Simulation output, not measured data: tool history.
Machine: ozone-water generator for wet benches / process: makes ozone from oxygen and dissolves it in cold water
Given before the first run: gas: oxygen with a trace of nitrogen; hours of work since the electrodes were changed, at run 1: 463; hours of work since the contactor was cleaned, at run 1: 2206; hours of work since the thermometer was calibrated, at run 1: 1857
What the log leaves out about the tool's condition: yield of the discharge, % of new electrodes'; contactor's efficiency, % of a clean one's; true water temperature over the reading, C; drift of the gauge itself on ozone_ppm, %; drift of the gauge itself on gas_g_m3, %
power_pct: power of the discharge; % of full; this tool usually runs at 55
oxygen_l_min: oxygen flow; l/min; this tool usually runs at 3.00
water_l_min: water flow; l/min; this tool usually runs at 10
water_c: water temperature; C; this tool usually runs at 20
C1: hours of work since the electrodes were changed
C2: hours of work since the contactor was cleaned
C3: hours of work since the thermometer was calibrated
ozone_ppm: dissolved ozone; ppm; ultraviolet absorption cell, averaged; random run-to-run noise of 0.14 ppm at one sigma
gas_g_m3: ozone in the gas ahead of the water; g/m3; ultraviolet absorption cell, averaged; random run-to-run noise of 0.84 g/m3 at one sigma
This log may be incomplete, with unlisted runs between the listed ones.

Run 1, hour 0.0: usual settings; C1 463; C2 2206; C3 1857. Result: ozone_ppm 14.9 ppm, gas_g_m3 130.7 g/m3.
Run 2, hour 91.7: usual settings; C1 524; C2 2267; C3 1918. Result: ozone_ppm 14.7 ppm, gas_g_m3 132.4 g/m3.
Run 3, hour 204.5: usual settings but water_l_min 11 l/min; C1 599; C2 2342; C3 1993. Result: ozone_ppm 13.7 ppm, gas_g_m3 132.2 g/m3.
Run 4, hour 331.5: usual settings but water_l_min 11 l/min; C1 683; C2 2426; C3 2078. Result: ozone_ppm 13.5 ppm, gas_g_m3 130.7 g/m3.
Run 5, hour 409.0: usual settings; C1 735; C2 2478; C3 2129. Result: ozone_ppm 15.1 ppm, gas_g_m3 129.8 g/m3.
Run 6, hour 472.2: usual settings; C1 777; C2 2520; C3 2171. Result: ozone_ppm 14.5 ppm, gas_g_m3 130.4 g/m3.
Run 7, hour 575.3: usual settings but water_l_min 7 l/min; C1 846; C2 2589; C3 2240. Result: ozone_ppm 19.4 ppm, gas_g_m3 127.8 g/m3.
Run 8, hour 683.2: usual settings but power_pct 93 % of full; C1 917; C2 2661; C3 2312. Result: ozone_ppm 21.3 ppm, gas_g_m3 188.5 g/m3.
Run 9, hour 777.1: usual settings but power_pct 85 % of full; C1 980; C2 2723; C3 2375. Result: ozone_ppm 19.8 ppm, gas_g_m3 175.8 g/m3.
Run 10, hour 906.0: usual settings but power_pct 85 % of full; C1 1066; C2 2809; C3 2460. Result: ozone_ppm 19.5 ppm, gas_g_m3 174.2 g/m3.
At hour 993.4: water thermometer calibrated.
Run 11, hour 998.0: usual settings but power_pct 85 % of full; C1 1127; C2 2870; C3 3. Result: ozone_ppm 19.7 ppm, gas_g_m3 173.4 g/m3.
Run 12, hour 1128.6: usual settings but power_pct 85 % of full, oxygen_l_min 1.80 l/min; C1 1214; C2 2957; C3 90. Result: ozone_ppm 17.4 ppm, gas_g_m3 203.3 g/m3.
Run 13, hour 1201.5: usual settings but power_pct 85 % of full, oxygen_l_min 1.80 l/min; C1 1262; C2 3005; C3 139. Result: ozone_ppm 17.1 ppm, gas_g_m3 203.9 g/m3.
Run 14, hour 1276.3: usual settings but power_pct 85 % of full, oxygen_l_min 1.80 l/min; C1 1312; C2 3055; C3 188. Result: ozone_ppm 17.2 ppm, gas_g_m3 204.8 g/m3.
Run 15, hour 1359.5: usual settings; C1 1367; C2 3111; C3 244. Result: ozone_ppm 14.2 ppm, gas_g_m3 127.3 g/m3.
Run 16, hour 1464.0: usual settings but power_pct 51 % of full; C1 1437; C2 3180; C3 313. Result: ozone_ppm 13.6 ppm, gas_g_m3 119.1 g/m3.
At hour 1474.5: contactor cleaned.
Run 17, hour 1567.6: usual settings but water_l_min 6 l/min, water_c 12 C; C1 1503; C2 62; C3 380. Result: ozone_ppm 23.8 ppm, gas_g_m3 126.5 g/m3.
Run 18, hour 1690.2: usual settings but water_l_min 6 l/min, water_c 12 C; C1 1585; C2 144; C3 461. Result: ozone_ppm 23.4 ppm, gas_g_m3 126.6 g/m3.
Run 19, hour 1817.8: usual settings but water_l_min 6 l/min, water_c 12 C; C1 1670; C2 229; C3 546. Result: ozone_ppm 23.5 ppm, gas_g_m3 126.5 g/m3.
Run 20, hour 1938.6: usual settings but water_l_min 6 l/min, water_c 12 C; C1 1750; C2 309; C3 627. Result: ozone_ppm 23.3 ppm, gas_g_m3 125.2 g/m3.
Run 21, hour 2056.3: usual settings but power_pct 62 % of full, oxygen_l_min 4.66 l/min; C1 1829; C2 387; C3 705. Result: ozone_ppm 15.5 ppm, gas_g_m3 115.4 g/m3.
Run 22, hour 2117.5: usual settings but power_pct 62 % of full, oxygen_l_min 1.76 l/min, water_l_min 15 l/min; C1 1869; C2 428; C3 746. Result: ozone_ppm 8.2 ppm, gas_g_m3 160.2 g/m3.
At hour 2184.3: contactor cleaned, once more.
Run 23, hour 2221.4: usual settings but power_pct 62 % of full, oxygen_l_min 1.76 l/min, water_l_min 15 l/min; C1 1936; C2 25; C3 812. Result: ozone_ppm 9.2 ppm, gas_g_m3 159.9 g/m3.
Run 24, hour 2298.1: usual settings but power_pct 79 % of full, oxygen_l_min 2.19 l/min, water_l_min 9 l/min, water_c 17 C; C1 1987; C2 76; C3 863. Result: ozone_ppm 19.9 ppm, gas_g_m3 175.0 g/m3.
Run 25, hour 2390.0: usual settings but power_pct 78 % of full, water_l_min 11 l/min, water_c 26 C; C1 2048; C2 137; C3 924. Result: ozone_ppm 15.3 ppm, gas_g_m3 155.8 g/m3.
Run 26, hour 2472.2: usual settings but power_pct 78 % of full, water_l_min 11 l/min, water_c 26 C; C1 2103; C2 192; C3 979. Result: ozone_ppm 15.2 ppm, gas_g_m3 155.9 g/m3.
Run 27, hour 2566.6: usual settings but power_pct 78 % of full, water_l_min 11 l/min, water_c 26 C; C1 2166; C2 255; C3 1042. Result: ozone_ppm 15.1 ppm, gas_g_m3 155.8 g/m3.
Run 28, hour 2695.6: usual settings but power_pct 75 % of full, water_l_min 11 l/min, water_c 16 C; C1 2252; C2 340; C3 1128. Result: ozone_ppm 17.2 ppm, gas_g_m3 150.1 g/m3.
Run 29, hour 2757.4: usual settings but power_pct 75 % of full, water_l_min 8 l/min, water_c 15 C; C1 2293; C2 382; C3 1169. Result: ozone_ppm 22.9 ppm, gas_g_m3 150.0 g/m3.
Run 30, hour 2879.4: usual settings but power_pct 75 % of full, oxygen_l_min 4.74 l/min, water_l_min 8 l/min, water_c 22 C; C1 2374; C2 463; C3 1250. Result: ozone_ppm 20.3 ppm, gas_g_m3 127.3 g/m3.
Run 31, hour 2947.3: usual settings but water_c 13 C; C1 2419; C2 508; C3 1296. Result: ozone_ppm 15.9 ppm, gas_g_m3 122.0 g/m3.
Run 32, hour 3004.5: usual settings but oxygen_l_min 1.93 l/min, water_l_min 9 l/min, water_c 18 C; C1 2457; C2 546; C3 1334. Result: ozone_ppm 14.5 ppm, gas_g_m3 140.6 g/m3.

Describe how what the log doesn't record of the tool's condition differs between the last listed run preceding each entry between runs and the first listed run following it.
In the gap between runs 10 and 11: water thermometer calibrated (hour 993.4)
  yield of the discharge, % of new electrodes': 95 -> 94.7; contactor's efficiency, % of a clean one's: 89.5 -> 89.3; true water temperature over the reading, C: 0.21 -> -0.05
  measured value less the no-hidden-state value, ozone_ppm: -2.3 -> -2.3 ppm; gas_g_m3: -10.6 -> -11.1 g/m3
In the gap between runs 16 and 17: contactor cleaned (hour 1474.5)
  yield of the discharge, % of new electrodes': 93.3 -> 92.9; contactor's efficiency, % of a clean one's: 88.3 -> 83.7; true water temperature over the reading, C: -0.03 -> -0.02
  measured value less the no-hidden-state value, ozone_ppm: -1.5 -> -2.8 ppm; gas_g_m3: -6.7 -> -7.9 g/m3
In the gap between runs 22 and 23: contactor cleaned, once more (hour 2184.3)
  yield of the discharge, % of new electrodes': 91.3 -> 90.9; contactor's efficiency, % of a clean one's: 82.5 -> 99.7
  measured value less the no-hidden-state value, ozone_ppm: -1.8 -> -0.8 ppm; gas_g_m3: -14.1 -> -14.5 g/m3
